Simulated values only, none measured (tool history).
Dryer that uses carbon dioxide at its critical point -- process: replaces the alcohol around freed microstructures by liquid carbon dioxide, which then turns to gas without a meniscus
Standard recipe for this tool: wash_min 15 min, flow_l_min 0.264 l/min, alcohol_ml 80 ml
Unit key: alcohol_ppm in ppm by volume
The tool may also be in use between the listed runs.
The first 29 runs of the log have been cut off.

| run | hour | wash_min | flow_l_min | alcohol_ml | alcohol_ppm |
|---|---|---|---|---|---|
| 30 | 551.5 | 15 | 0.177 | 45 | 2320 |
| 31 | 571.5 | 15 | 0.177 | 45 | 2461 |
| 32 | 596.5 | 16 | 0.213 | 80 | 1593 |
| 33 | 617.4 | 14 | 0.188 | 69 | 4101 |
| 34 | 635.2 | 19 | 0.182 | 73 | 1556 |
| 35 | 657.2 | 15 | 0.233 | 80 | 1576 |
| 36 | 675.0 | 15 | 0.233 | 80 | 1604 |
| 37 | 690.4 | 15 | 0.435 | 32 | 42 |
| 38 | 712.9 | 19 | 0.352 | 32 | 44 |
|  | 720.5 | inlet filter changed |
| 39 | 735.0 | 19 | 0.352 | 32 | 41 |
| 40 | 754.1 | 15 | 0.275 | 58 | 284 |
| 41 | 781.4 | 19 | 0.356 | 107 | 60 |
| 42 | 800.3 | 19 | 0.356 | 107 | 58 |
| 43 | 825.3 | 19 | 0.356 | 107 | 62 |
| 44 | 837.3 | 22 | 0.356 | 21 | 55 |
| 45 | 849.1 | 22 | 0.356 | 43 | 59 |

Here are 4 independent what-if runs from the current tool condition. What would each one return?
| A | 862.4 | 18 | 0.353 | 24 | ? |
| B | 862.4 | 18 | 0.356 | 43 | ? |
| C | 862.4 | 11 | 0.295 | 80 | ? |
| D | 862.4 | 15 | 0.264 | 107 | ? |

| run | alcohol_ppm |
|---|---|
| A | 70 |
| B | 69 |
| C | 1608 |
| D | 850 |
Without the tool's unlogged condition, the same runs would have read:
| run | alcohol_ppm |
|---|---|
| A | 15 |
| B | 11 |
| C | 1132 |
| D | 546 |
